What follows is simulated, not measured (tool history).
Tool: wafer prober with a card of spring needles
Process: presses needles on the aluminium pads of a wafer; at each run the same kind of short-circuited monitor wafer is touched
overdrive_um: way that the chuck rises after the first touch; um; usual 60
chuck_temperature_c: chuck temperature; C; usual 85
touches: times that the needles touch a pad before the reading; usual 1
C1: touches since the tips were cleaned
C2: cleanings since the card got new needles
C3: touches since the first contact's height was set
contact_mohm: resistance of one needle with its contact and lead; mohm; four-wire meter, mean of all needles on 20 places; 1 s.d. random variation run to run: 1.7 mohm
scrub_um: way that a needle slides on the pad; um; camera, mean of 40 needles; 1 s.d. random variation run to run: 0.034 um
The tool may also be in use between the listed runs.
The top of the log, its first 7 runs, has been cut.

{"hour": 213.8, "done": "tips cleaned on abrasive film"}
{"run": 8, "hour": 215.9, "overdrive_um": 60, "chuck_temperature_c": 85, "touches": 1, "C1": 708, "C2": 79, "C3": 34912, "contact_mohm": 254, "scrub_um": 14.05}
{"hour": 233.8, "done": "tips cleaned on abrasive film"}
{"hour": 254.9, "done": "tips cleaned on abrasive film"}
{"run": 9, "hour": 254.9, "overdrive_um": 60, "chuck_temperature_c": 85, "touches": 1, "C1": 0, "C2": 81, "C3": 47710, "contact_mohm": 205, "scrub_um": 13.96}
{"run": 10, "hour": 271.6, "overdrive_um": 60, "chuck_temperature_c": 85, "touches": 1, "C1": 5519, "C2": 81, "C3": 53229, "contact_mohm": 436, "scrub_um": 13.97}
{"hour": 277.4, "done": "tips cleaned on abrasive film"}
{"run": 11, "hour": 293.9, "overdrive_um": 60, "chuck_temperature_c": 85, "touches": 1, "C1": 5446, "C2": 82, "C3": 60564, "contact_mohm": 434, "scrub_um": 13.96}
{"hour": 300.2, "done": "tips cleaned on abrasive film"}
{"run": 12, "hour": 319.8, "overdrive_um": 60, "chuck_temperature_c": 85, "touches": 1, "C1": 6458, "C2": 83, "C3": 69071, "contact_mohm": 458, "scrub_um": 13.91}
{"hour": 321.8, "done": "tips cleaned on abrasive film"}
{"hour": 342.8, "done": "tips cleaned on abrasive film"}
{"run": 13, "hour": 343.9, "overdrive_um": 60, "chuck_temperature_c": 85, "touches": 1, "C1": 361, "C2": 85, "C3": 76973, "contact_mohm": 235, "scrub_um": 13.8}
{"hour": 364.1, "done": "tips cleaned on abrasive film"}
{"run": 14, "hour": 375.2, "overdrive_um": 60, "chuck_temperature_c": 40, "touches": 1, "C1": 3677, "C2": 86, "C3": 87277, "contact_mohm": 395, "scrub_um": 13.83}
{"hour": 385.3, "done": "tips cleaned on abrasive film"}
{"hour": 398.4, "done": "height of the first contact set anew"}
{"run": 15, "hour": 398.4, "overdrive_um": 60, "chuck_temperature_c": 85, "touches": 1, "C1": 4223, "C2": 87, "C3": 0, "contact_mohm": 406, "scrub_um": 14.12}
{"hour": 405.4, "done": "tips cleaned on abrasive film"}
{"hour": 425.7, "done": "tips cleaned on abrasive film"}
{"run": 16, "hour": 425.7, "overdrive_um": 60, "chuck_temperature_c": 85, "touches": 1, "C1": 0, "C2": 89, "C3": 8976, "contact_mohm": 199, "scrub_um": 14.15}
{"run": 17, "hour": 442.4, "overdrive_um": 60, "chuck_temperature_c": 35, "touches": 1, "C1": 5493, "C2": 89, "C3": 14469, "contact_mohm": 451, "scrub_um": 14.11}
{"hour": 446.5, "done": "tips cleaned on abrasive film"}
{"hour": 466.7, "done": "tips cleaned on abrasive film"}
{"run": 18, "hour": 467.4, "overdrive_um": 60, "chuck_temperature_c": 47, "touches": 2, "C1": 252, "C2": 91, "C3": 22685, "contact_mohm": 187, "scrub_um": 14.01}
{"hour": 487.7, "done": "tips cleaned on abrasive film"}
{"run": 19, "hour": 496.2, "overdrive_um": 60, "chuck_temperature_c": 47, "touches": 2, "C1": 2791, "C2": 92, "C3": 32149, "contact_mohm": 281, "scrub_um": 14.01}
{"hour": 508.5, "done": "tips cleaned on abrasive film"}
{"run": 20, "hour": 513.2, "overdrive_um": 59, "chuck_temperature_c": 47, "touches": 2, "C1": 1560, "C2": 93, "C3": 37740, "contact_mohm": 245, "scrub_um": 13.8}
{"hour": 531.3, "done": "tips cleaned on abrasive film"}
{"run": 21, "hour": 545.7, "overdrive_um": 59, "chuck_temperature_c": 47, "touches": 2, "C1": 4780, "C2": 94, "C3": 48447, "contact_mohm": 332, "scrub_um": 13.72}
{"hour": 553.7, "done": "tips cleaned on abrasive film"}
{"run": 22, "hour": 562.3, "overdrive_um": 64, "chuck_temperature_c": 27, "touches": 1, "C1": 2856, "C2": 95, "C3": 53884, "contact_mohm": 321, "scrub_um": 14.99}
{"hour": 573.9, "done": "tips cleaned on abrasive film"}
{"hour": 593.8, "done": "tips cleaned on abrasive film"}
{"run": 23, "hour": 597.3, "overdrive_um": 44, "chuck_temperature_c": 61, "touches": 3, "C1": 1177, "C2": 97, "C3": 65381, "contact_mohm": 257, "scrub_um": 10.16}
{"hour": 616.0, "done": "tips cleaned on abrasive film"}
{"run": 24, "hour": 620.6, "overdrive_um": 65, "chuck_temperature_c": 37, "touches": 2, "C1": 1511, "C2": 98, "C3": 73036, "contact_mohm": 229, "scrub_um": 15.08}
{"hour": 636.3, "done": "tips cleaned on abrasive film"}
{"run": 25, "hour": 642.3, "overdrive_um": 64, "chuck_temperature_c": 27, "touches": 2, "C1": 1988, "C2": 99, "C3": 80163, "contact_mohm": 242, "scrub_um": 14.8}
{"hour": 657.2, "done": "tips cleaned on abrasive film"}
{"run": 26, "hour": 662.9, "overdrive_um": 44, "chuck_temperature_c": 41, "touches": 1, "C1": 1888, "C2": 100, "C3": 86942, "contact_mohm": 452, "scrub_um": 10.07}
{"hour": 678.2, "done": "tips cleaned on abrasive film"}
{"run": 27, "hour": 684.5, "overdrive_um": 44, "chuck_temperature_c": 41, "touches": 1, "C1": 2062, "C2": 101, "C3": 94029, "contact_mohm": 463, "scrub_um": 10.03}
{"hour": 687.0, "done": "height of the first contact set anew"}
{"hour": 699.9, "done": "tips cleaned on abrasive film"}
{"hour": 720.6, "done": "tips cleaned on abrasive film"}
{"run": 28, "hour": 723.9, "overdrive_um": 44, "chuck_temperature_c": 41, "touches": 1, "C1": 1077, "C2": 103, "C3": 12130, "contact_mohm": 345, "scrub_um": 10.32}
{"hour": 741.0, "done": "tips cleaned on abrasive film"}
{"run": 29, "hour": 741.5, "overdrive_um": 40, "chuck_temperature_c": 27, "touches": 1, "C1": 154, "C2": 104, "C3": 17915, "contact_mohm": 250, "scrub_um": 9.36}
{"run": 30, "hour": 758.7, "overdrive_um": 40, "chuck_temperature_c": 27, "touches": 1, "C1": 5819, "C2": 104, "C3": 23580, "contact_mohm": 865, "scrub_um": 9.4}
{"hour": 761.6, "done": "tips cleaned on abrasive film"}
{"hour": 782.3, "done": "tips cleaned on abrasive film"}
{"run": 31, "hour": 785.4, "overdrive_um": 40, "chuck_temperature_c": 44, "touches": 2, "C1": 1044, "C2": 106, "C3": 32361, "contact_mohm": 296, "scrub_um": 9.37}

3 ways to go on from here, each from the tool as it stands after run 31. What would each give?
{"hour": 802.5, "done": "tips cleaned on abrasive film"}
{"run": "A", "hour": 802.5, "overdrive_um": 66, "chuck_temperature_c": 56, "touches": 2, "C1": 0, "C2": 107, "C3": 37957, "contact_mohm": "?", "scrub_um": "?"}
{"hour": 802.5, "done": "tips cleaned on abrasive film"}
{"run": "B", "hour": 802.5, "overdrive_um": 40, "chuck_temperature_c": 100, "touches": 1, "C1": 0, "C2": 107, "C3": 37957, "contact_mohm": "?", "scrub_um": "?"}
{"hour": 802.5, "done": "tips cleaned on abrasive film"}
{"run": "C", "hour": 802.5, "overdrive_um": 60, "chuck_temperature_c": 31, "touches": 1, "C1": 0, "C2": 107, "C3": 37957, "contact_mohm": "?", "scrub_um": "?"}

run=A contact_mohm=182 scrub_um=15.43
run=B contact_mohm=269 scrub_um=9.34
run=C contact_mohm=202 scrub_um=14.05
With the hidden condition removed and each run's random variation left untouched, the same runs would have given:
run=A contact_mohm=159 scrub_um=15.54
run=B contact_mohm=188 scrub_um=9.45
run=C contact_mohm=160 scrub_um=14.17

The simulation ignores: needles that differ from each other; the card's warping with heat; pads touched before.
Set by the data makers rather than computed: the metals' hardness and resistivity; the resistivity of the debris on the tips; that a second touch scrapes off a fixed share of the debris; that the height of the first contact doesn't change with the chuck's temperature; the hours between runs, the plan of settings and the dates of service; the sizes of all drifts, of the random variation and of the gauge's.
